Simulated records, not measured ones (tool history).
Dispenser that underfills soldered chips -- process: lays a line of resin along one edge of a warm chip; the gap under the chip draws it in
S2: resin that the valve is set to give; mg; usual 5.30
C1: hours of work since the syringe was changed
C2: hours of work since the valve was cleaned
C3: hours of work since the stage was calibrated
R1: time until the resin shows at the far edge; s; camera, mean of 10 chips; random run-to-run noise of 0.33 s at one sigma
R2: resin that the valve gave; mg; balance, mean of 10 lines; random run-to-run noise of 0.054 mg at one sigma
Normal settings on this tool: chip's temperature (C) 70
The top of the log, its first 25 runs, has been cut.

At hour 89.7: new syringe of resin.
Run 26, hour 91.2: usual settings but chip's temperature (C) 58, S2 4.55 mg; C1 1; C2 95; C3 130. Result: R1 26.4 s, R2 4.29 mg.
Run 27, hour 96.4: usual settings but chip's temperature (C) 58, S2 4.55 mg; C1 5; C2 99; C3 134. Result: R1 37.0 s, R2 4.29 mg.
Run 28, hour 99.1: usual settings but chip's temperature (C) 58, S2 4.55 mg; C1 7; C2 101; C3 136. Result: R1 42.5 s, R2 4.30 mg.
At hour 103.6: new syringe of resin.
Run 29, hour 103.6: usual settings but chip's temperature (C) 65, S2 5.75 mg; C1 0; C2 104; C3 139. Result: R1 17.4 s, R2 5.58 mg.
Run 30, hour 108.2: usual settings but chip's temperature (C) 69, S2 5.22 mg; C1 3; C2 107; C3 143. Result: R1 20.7 s, R2 5.03 mg.
Run 31, hour 113.6: usual settings but chip's temperature (C) 69, S2 5.22 mg; C1 7; C2 111; C3 147. Result: R1 29.2 s, R2 5.03 mg.
At hour 117.7: new syringe of resin.
Run 32, hour 118.6: usual settings but chip's temperature (C) 69, S2 5.22 mg; C1 1; C2 115; C3 150. Result: R1 16.8 s, R2 5.04 mg.
Run 33, hour 123.0: usual settings but chip's temperature (C) 85, S2 4.53 mg; C1 4; C2 118; C3 153. Result: R1 13.7 s, R2 4.23 mg.
Run 34, hour 127.9: usual settings but chip's temperature (C) 64, S2 5.98 mg; C1 7; C2 121; C3 157. Result: R1 34.1 s, R2 5.71 mg.
Run 35, hour 131.1: usual settings but chip's temperature (C) 62, S2 4.87 mg; C1 10; C2 124; C3 159. Result: R1 45.3 s, R2 4.65 mg.
At hour 131.7: new syringe of resin.
Run 36, hour 133.6: usual settings but chip's temperature (C) 85, S2 6.35 mg; C1 1; C2 126; C3 161. Result: R1 10.3 s, R2 5.96 mg.

Each row is a separate what-if for the run after 36, all from the same tool condition, not one after another. Results?
Run A, hour 136.7: usual settings but chip's temperature (C) 68, S2 5.28 mg; C1 4; C2 128; C3 163. Result: R1 ?, R2 ?.
Run B, hour 136.7: usual settings but chip's temperature (C) 85, S2 5.17 mg; C1 4; C2 128; C3 163. Result: R1 ?, R2 ?.
Run C, hour 136.7: usual settings but S2 5.42 mg; C1 4; C2 128; C3 163. Result: R1 ?, R2 ?.

run    R1    R2
  A  21.8  5.07
  B  12.6  4.82
  C  20.2  5.11
Stripped of hidden state, with their random variation kept, the same runs would have yielded:
run    R1    R2
  A  15.7  5.37
  B   9.0  5.10
  C  14.4  5.41

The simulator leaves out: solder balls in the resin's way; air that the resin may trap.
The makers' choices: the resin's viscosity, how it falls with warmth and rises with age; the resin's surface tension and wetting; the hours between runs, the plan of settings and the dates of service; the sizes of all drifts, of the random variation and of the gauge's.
